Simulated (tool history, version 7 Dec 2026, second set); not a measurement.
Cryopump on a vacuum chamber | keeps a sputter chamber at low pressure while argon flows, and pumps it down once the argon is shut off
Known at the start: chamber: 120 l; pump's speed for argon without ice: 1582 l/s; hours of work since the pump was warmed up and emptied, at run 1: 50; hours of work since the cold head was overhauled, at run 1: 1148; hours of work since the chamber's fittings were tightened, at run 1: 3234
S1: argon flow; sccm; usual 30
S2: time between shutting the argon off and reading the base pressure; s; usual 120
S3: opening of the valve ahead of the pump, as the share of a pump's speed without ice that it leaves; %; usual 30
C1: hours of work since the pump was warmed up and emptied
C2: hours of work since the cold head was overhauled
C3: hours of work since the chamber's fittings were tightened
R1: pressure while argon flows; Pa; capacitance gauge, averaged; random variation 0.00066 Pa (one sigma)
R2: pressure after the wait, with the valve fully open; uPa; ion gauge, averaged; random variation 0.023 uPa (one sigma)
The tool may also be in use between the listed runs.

run,hour,S1,S2,S3,C1,C2,C3,R1,R2
1,0,30,120,30,50,1148,3234,0.1079,1.98
2,49.6,30,120,30,82,1180,3266,0.109,2.01
3,95.5,30,120,30,112,1209,3296,0.1081,2.05
4,129.7,30,120,30,134,1232,3318,0.1094,1.98
5,181.9,30,120,30,168,1265,3352,0.1086,2.09
6,235.5,30,120,30,202,1300,3386,0.1089,2.03
7,289,30,120,30,237,1335,3421,0.1103,2.16
8,355.6,30,120,30,280,1378,3464,0.1098,2.12
9,418.1,30,238,50,321,1418,3505,0.0671,1.8
10,454.2,30,238,50,344,1442,3528,0.0671,1.91
11,505.4,30,238,50,377,1475,3561,0.0672,2
12,537.3,30,238,26,398,1495,3582,0.1262,2.02
13,581.9,30,166,30,427,1524,3611,0.1106,2.14
14,637.4,48,47,27,462,1560,3647,0.1958,3.13
15,678.9,13,239,30,489,1587,3674,0.0485,2.1
16,752.8,13,235,41,537,1635,3721,0.037,2.12

Forecast each of these 4 alternatives for the next run:
A,804.3,16,122,34,571,1668,3755,?,?
B,804.3,21,235,20,571,1668,3755,?,?
C,804.3,19,257,58,571,1668,3755,?,?
D,804.3,36,73,18,571,1668,3755,?,?

run,R1,R2
A,0.0534,2.37
B,0.1162,2.15
C,0.0396,2.15
D,0.2202,2.78
Without the tool's hidden state the same runs would have given:
run,R1,R2
A,0.0504,0.7
B,0.1123,0.47
C,0.0361,0.46
D,0.2135,1.09
